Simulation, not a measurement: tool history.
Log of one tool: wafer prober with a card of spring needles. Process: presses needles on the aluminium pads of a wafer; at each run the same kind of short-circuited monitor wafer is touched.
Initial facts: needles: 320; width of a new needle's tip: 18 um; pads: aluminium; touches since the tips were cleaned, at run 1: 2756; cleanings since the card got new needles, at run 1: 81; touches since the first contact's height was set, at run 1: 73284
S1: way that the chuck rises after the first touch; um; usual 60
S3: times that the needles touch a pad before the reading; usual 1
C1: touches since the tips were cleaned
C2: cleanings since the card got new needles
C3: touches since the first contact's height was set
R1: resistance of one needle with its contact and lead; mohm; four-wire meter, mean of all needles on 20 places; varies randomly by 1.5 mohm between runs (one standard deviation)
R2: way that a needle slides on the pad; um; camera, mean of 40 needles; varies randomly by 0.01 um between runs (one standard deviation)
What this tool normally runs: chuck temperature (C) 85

Run 1, hour 0: usual settings; C1 2756; C2 81; C3 73284. Result: R1 213 mohm, R2 7.1 um.
At hour 5.6: tips cleaned on abrasive film.
At hour 15.5: height of the first contact set anew.
At hour 18.8: tips cleaned on abrasive film.
Run 2, hour 27.5: usual settings but chuck temperature (C) 93; C1 4143; C2 83; C3 5638. Result: R1 227 mohm, R2 7.27 um.
At hour 31.8: tips cleaned on abrasive film.
At hour 43.5: tips cleaned on abrasive film.
At hour 57.5: tips cleaned on abrasive film.
Run 3, hour 60.1: usual settings; C1 1261; C2 86; C3 20928. Result: R1 185 mohm, R2 7.24 um.
At hour 69: tips cleaned on abrasive film.
At hour 82.3: tips cleaned on abrasive film.
Run 4, hour 89.8: usual settings; C1 3583; C2 88; C3 34903. Result: R1 226 mohm, R2 7.22 um.
At hour 94.7: tips cleaned on abrasive film.
At hour 106.8: tips cleaned on abrasive film.
At hour 118.1: tips cleaned on abrasive film.
Run 5, hour 118.1: usual settings; C1 0; C2 91; C3 48159. Result: R1 154 mohm, R2 7.16 um.
At hour 130.8: tips cleaned on abrasive film.
Run 6, hour 133.3: usual settings but chuck temperature (C) 97; C1 1179; C2 92; C3 55299. Result: R1 186 mohm, R2 7.16 um.
At hour 142.5: tips cleaned on abrasive film.
At hour 155.2: tips cleaned on abrasive film.
Run 7, hour 160.9: usual settings; C1 2732; C2 94; C3 68294. Result: R1 221 mohm, R2 7.12 um.
At hour 168.5: tips cleaned on abrasive film.
At hour 180.2: tips cleaned on abrasive film.
Run 8, hour 182.9: usual settings; C1 1290; C2 96; C3 78612. Result: R1 188 mohm, R2 7.11 um.
At hour 186: height of the first contact set anew.
At hour 193: tips cleaned on abrasive film.
Run 9, hour 203.2: usual settings but chuck temperature (C) 72; C1 4837; C2 97; C3 8087. Result: R1 233 mohm, R2 7.27 um.
At hour 205.9: tips cleaned on abrasive film.
At hour 217.5: tips cleaned on abrasive film.
Run 10, hour 219.2: usual settings but chuck temperature (C) 72; C1 834; C2 99; C3 15571. Result: R1 178 mohm, R2 7.26 um.
At hour 229.4: tips cleaned on abrasive film.
At hour 240.9: tips cleaned on abrasive film.
Run 11, hour 248.9: usual settings but chuck temperature (C) 72; C1 3800; C2 101; C3 29519. Result: R1 227 mohm, R2 7.24 um.
At hour 253.5: tips cleaned on abrasive film.
At hour 264.9: tips cleaned on abrasive film.
Run 12, hour 264.9: usual settings but chuck temperature (C) 72; C1 0; C2 103; C3 37016. Result: R1 152 mohm, R2 7.21 um.
At hour 276.3: tips cleaned on abrasive film.
At hour 287.9: tips cleaned on abrasive film.
Run 13, hour 294.1: usual settings but chuck temperature (C) 72; C1 2935; C2 105; C3 50718. Result: R1 227 mohm, R2 7.16 um.
At hour 300.8: tips cleaned on abrasive film.
At hour 312.6: tips cleaned on abrasive film.
Run 14, hour 323.2: usual settings but chuck temperature (C) 72; C1 5034; C2 107; C3 64437. Result: R1 244 mohm, R2 7.15 um.
At hour 326.1: tips cleaned on abrasive film.
At hour 338.5: tips cleaned on abrasive film.
At hour 352.5: tips cleaned on abrasive film.
Run 15, hour 355.5: usual settings; C1 1410; C2 110; C3 79577. Result: R1 196 mohm, R2 7.1 um.
At hour 358: height of the first contact set anew.
At hour 366.5: tips cleaned on abrasive film.
Run 16, hour 372.6: usual settings but chuck temperature (C) 47, S3 2; C1 2892; C2 111; C3 6884. Result: R1 181 mohm, R2 7.29 um.
At hour 379.6: tips cleaned on abrasive film.
At hour 391.3: tips cleaned on abrasive film.
At hour 403.2: tips cleaned on abrasive film.
Run 17, hour 404.3: usual settings but S1 59 um, chuck temperature (C) 38; C1 516; C2 114; C3 21731. Result: R1 162 mohm, R2 7.12 um.
At hour 414.9: tips cleaned on abrasive film.
At hour 427.3: tips cleaned on abrasive film.
Run 18, hour 437.5: usual settings but S1 67 um, chuck temperature (C) 88; C1 4846; C2 116; C3 37366. Result: R1 225 mohm, R2 8.04 um.
At hour 439.4: tips cleaned on abrasive film.
At hour 452.4: tips cleaned on abrasive film.
Run 19, hour 455.9: usual settings but S1 67 um, chuck temperature (C) 88; C1 1643; C2 118; C3 45977. Result: R1 196 mohm, R2 8.04 um.
At hour 465.6: tips cleaned on abrasive film.
At hour 478: tips cleaned on abrasive film.
Run 20, hour 482.4: usual settings but S1 77 um, chuck temperature (C) 43, S3 3; C1 2094; C2 120; C3 58439. Result: R1 152 mohm, R2 9.22 um.
At hour 489.8: tips cleaned on abrasive film.
At hour 502.3: tips cleaned on abrasive film.
Run 21, hour 503.1: usual settings but S1 68 um, chuck temperature (C) 32; C1 386; C2 122; C3 68150. Result: R1 158 mohm, R2 8.09 um.
At hour 515.5: tips cleaned on abrasive film.
Run 22, hour 524.1: usual settings but S1 68 um, chuck temperature (C) 32; C1 4069; C2 123; C3 78036. Result: R1 217 mohm, R2 8.07 um.
At hour 529.2: tips cleaned on abrasive film.
At hour 529.5: height of the first contact set anew.
At hour 541.8: tips cleaned on abrasive film.
Run 23, hour 543.2: usual settings but S1 68 um, chuck temperature (C) 32; C1 684; C2 125; C3 6469. Result: R1 164 mohm, R2 8.25 um.
At hour 553.8: tips cleaned on abrasive film.
At hour 565.1: tips cleaned on abrasive film.
Run 24, hour 575.1: usual settings but S1 61 um, chuck temperature (C) 32, S3 3; C1 4721; C2 127; C3 21470. Result: R1 175 mohm, R2 7.39 um.
At hour 577.8: tips cleaned on abrasive film.
At hour 590.2: tips cleaned on abrasive film.
Run 25, hour 598.3: usual settings but S1 61 um, chuck temperature (C) 32, S3 3; C1 3820; C2 129; C3 32343. Result: R1 172 mohm, R2 7.35 um.
At hour 603.7: tips cleaned on abrasive film.
At hour 615.7: tips cleaned on abrasive film.
At hour 628.7: tips cleaned on abrasive film.
Run 26, hour 629.6: usual settings but S1 61 um, chuck temperature (C) 32, S3 3; C1 446; C2 132; C3 47051. Result: R1 150 mohm, R2 7.33 um.
At hour 640.4: tips cleaned on abrasive film.
Run 27, hour 645.3: usual settings but S1 61 um, chuck temperature (C) 32, S3 3; C1 2296; C2 133; C3 54417. Result: R1 164 mohm, R2 7.27 um.
At hour 652.1: tips cleaned on abrasive film.
Run 28, hour 660.4: usual settings but chuck temperature (C) 26, S3 3; C1 3915; C2 134; C3 61516. Result: R1 174 mohm, R2 7.14 um.
At hour 664.8: tips cleaned on abrasive film.
At hour 676.8: tips cleaned on abrasive film.
Run 29, hour 685.4: usual settings but S1 55 um, chuck temperature (C) 26, S3 2; C1 4086; C2 136; C3 73261. Result: R1 211 mohm, R2 6.51 um.

Branching from run 29: 5 alternative next runs. What would each branch give?
At hour 690.2: tips cleaned on abrasive film.
At hour 700.6: height of the first contact set anew.
At hour 703.5: tips cleaned on abrasive film.
Run A, hour 708.6: usual settings but S1 41 um, chuck temperature (C) 71; C1 2426; C2 138; C3 3757. Result: R1 ?, R2 ?.
At hour 690.2: tips cleaned on abrasive film.
At hour 700.6: height of the first contact set anew.
At hour 703.5: tips cleaned on abrasive film.
Run B, hour 708.6: usual settings but S1 78 um, chuck temperature (C) 44, S3 2; C1 2426; C2 138; C3 3757. Result: R1 ?, R2 ?.
At hour 690.2: tips cleaned on abrasive film.
At hour 700.6: height of the first contact set anew.
At hour 703.5: tips cleaned on abrasive film.
Run C, hour 708.6: usual settings but S1 55 um, chuck temperature (C) 30, S3 2; C1 2426; C2 138; C3 3757. Result: R1 ?, R2 ?.
At hour 690.2: tips cleaned on abrasive film.
At hour 700.6: height of the first contact set anew.
At hour 703.5: tips cleaned on abrasive film.
Run D, hour 708.6: usual settings but S1 61 um, chuck temperature (C) 57, S3 2; C1 2426; C2 138; C3 3757. Result: R1 ?, R2 ?.
At hour 690.2: tips cleaned on abrasive film.
At hour 700.6: height of the first contact set anew.
At hour 703.5: tips cleaned on abrasive film.
Run E, hour 708.6: usual settings but S1 63 um, S3 2; C1 2426; C2 138; C3 3757. Result: R1 ?, R2 ?.

run   R1    R2
  A  286  4.97
  B  164  9.46
  C  188  6.68
  D  182   7.4
  E  183  7.64
Without the tool's hidden state the same runs would have given:
run   R1    R2
  A  147  4.99
  B  135  9.48
  C  135   6.7
  D  139  7.42
  E  143  7.66

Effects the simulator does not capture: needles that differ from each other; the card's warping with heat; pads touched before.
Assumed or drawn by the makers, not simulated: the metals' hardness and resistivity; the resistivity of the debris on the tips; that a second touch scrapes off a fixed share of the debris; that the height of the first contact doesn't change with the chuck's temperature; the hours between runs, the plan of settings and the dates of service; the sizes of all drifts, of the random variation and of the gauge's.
